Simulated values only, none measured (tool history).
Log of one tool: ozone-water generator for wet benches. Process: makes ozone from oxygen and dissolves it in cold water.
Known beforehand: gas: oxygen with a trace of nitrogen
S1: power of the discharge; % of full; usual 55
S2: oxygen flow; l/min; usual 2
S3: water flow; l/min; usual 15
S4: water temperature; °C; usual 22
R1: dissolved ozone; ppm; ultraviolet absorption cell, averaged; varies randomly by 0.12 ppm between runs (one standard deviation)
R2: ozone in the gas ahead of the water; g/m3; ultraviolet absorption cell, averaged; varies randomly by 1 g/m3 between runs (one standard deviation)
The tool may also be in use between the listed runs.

run,day,S1,S2,S3,S4,R1,R2
1,0,55,2,15,22,12,164.2
2,3.092,55,2,15,22,12.1,163
3,7.283,55,2,15,22,12,162.2
4,10.383,55,2,15,22,11.9,162
5,13.279,55,2,15,22,12,163.2
6,15.475,55,2,15,22,11.8,163.1
7,17.858,55,2,15,22,12.1,160.2
8,20.404,55,2,15,25,11.7,161.5
9,23.012,55,1.28,15,22,10.3,192.8
10,25.238,55,1.28,15,22,10.1,192.1
11,28.775,55,1.28,15,22,10.1,194.4
12,32.583,55,2,15,22,11.8,161.1
13,34.754,55,2,15,22,11.8,160.3
14,38.967,44,2,15,22,10.3,138.5
15,42.388,44,2,15,22,10.2,138
16,45.658,44,2,15,22,10.3,139.2
17,49.2,44,2,15,22,10.2,140
18,53.117,73,1.46,15,22,12.8,217
19,56.954,55,1.02,15,22,9.3,210
20,60.317,55,1.02,15,22,9.2,207.6
21,63.204,57,1.85,10,17,16.6,166.5
22,66.512,55,2.96,15,28,11.4,134.7
23,71.012,55,2.96,15,28,11.8,133.7
24,75.075,55,1.33,15,22,10.1,186.7
25,80.229,55,1.33,14,22,10.6,185.5
26,82.946,55,1.33,14,22,10.8,182.9
27,85.808,64,3.54,10,23,17.7,136.8
28,89.492,52,2.94,15,16,12.6,129.2
29,92.292,61,2.47,15,16,13.8,151
30,97.146,47,2,15,22,10.3,141.6
31,100.267,41,1.35,17,18,7.7,152.7
32,103.892,41,1.35,14,16,9.3,151.4
33,106.762,41,1.35,14,16,9.2,152.5

Predict each of these 4 candidate next runs independently; none follows another, all start after run 33:
A,109.188,48,2,11,14,?,?
B,109.188,41,1.35,12,16,?,?
C,109.188,68,1.8,14,21,?,?
D,109.188,93,1.99,14,22,?,?

run,R1,R2
A,14.4,142.8
B,10.5,151.1
C,13.3,183.1
D,16.1,214.2
With no hidden state in the tool, these same runs would have given:
run,R1,R2
A,16.3,157.7
B,11.8,164.6
C,15.6,208.6
D,19.4,250.8

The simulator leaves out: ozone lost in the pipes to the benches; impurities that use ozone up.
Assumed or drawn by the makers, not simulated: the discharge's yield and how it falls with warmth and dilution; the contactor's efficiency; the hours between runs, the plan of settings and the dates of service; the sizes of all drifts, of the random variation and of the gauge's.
